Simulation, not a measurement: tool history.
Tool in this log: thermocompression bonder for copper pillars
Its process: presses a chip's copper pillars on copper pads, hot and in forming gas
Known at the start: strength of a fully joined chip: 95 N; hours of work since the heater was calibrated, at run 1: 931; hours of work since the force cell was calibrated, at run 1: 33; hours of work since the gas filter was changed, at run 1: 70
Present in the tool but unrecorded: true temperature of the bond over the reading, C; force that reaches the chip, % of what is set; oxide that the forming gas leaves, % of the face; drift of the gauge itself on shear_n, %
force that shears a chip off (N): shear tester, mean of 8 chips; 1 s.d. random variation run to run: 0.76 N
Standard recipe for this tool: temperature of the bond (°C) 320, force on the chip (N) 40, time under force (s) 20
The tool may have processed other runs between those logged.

run	hour	temperature of the bond (°C)	force on the chip (N)	time under force (s)	hours of work since the heater was calibrated	hours of work since the force cell was calibrated	hours of work since the gas filter was changed	force that shears a chip off (N)
1	0.0	320	40	20	931	33	70	59.9
2	21.6	320	40	20	941	43	79	60.4
3	40.4	320	40	20	949	51	87	60.0
4	56.5	320	40	20	956	58	94	60.5
5	84.1	320	40	20	968	70	106	60.8
6	105.7	320	59	20	978	80	116	78.7
7	126.9	320	25	20	987	89	125	38.7
8	149.7	320	38	20	997	99	135	56.2
9	178.8	320	38	20	1010	112	148	58.9
10	201.6	320	38	20	1020	122	158	58.1
11	221.9	320	40	20	1028	130	167	60.6
12	234.2	320	40	20	1034	136	172	60.1
13	252.6	320	40	20	1042	144	180	59.3
14	267.0	320	40	20	1048	150	186	59.0
15	292.9	332	27	56	1059	161	198	63.2
16	316.8	320	34	18	1070	172	208	50.4
17	341.0	320	34	18	1080	182	219	50.7
18	356.5	325	33	13	1087	189	225	45.0
19	384.0	301	35	13	1099	201	237	36.0
20	398.2	320	32	20	1106	207	244	48.0
21	418.8	340	55	29	1114	216	253	83.7
22	447.7	342	52	21	1127	229	265	79.4
23	466.7	342	52	21	1135	237	274	78.6
24	490.5	342	52	21	1146	248	284	78.5
25	503.8	298	54	22	1152	254	290	63.6
# hour 519.3: heater calibrated with a thermocouple chip
26	532.0	322	25	12	6	265	301	27.5
27	560.1	305	25	12	18	277	314	21.9
28	575.1	305	25	12	24	284	320	21.4

Forecast each of these 3 alternatives for the next run:
A	596.4	320	49	11	34	293	329	?
B	596.4	349	25	12	34	293	329	?
C	596.4	320	45	20	34	293	329	?

run	force that shears a chip off (N)
A	52.0
B	37.2
C	57.5
Stripped of hidden state, with their random variation kept, the same runs would have yielded:
run	force that shears a chip off (N)
A	57.0
B	41.0
C	62.9
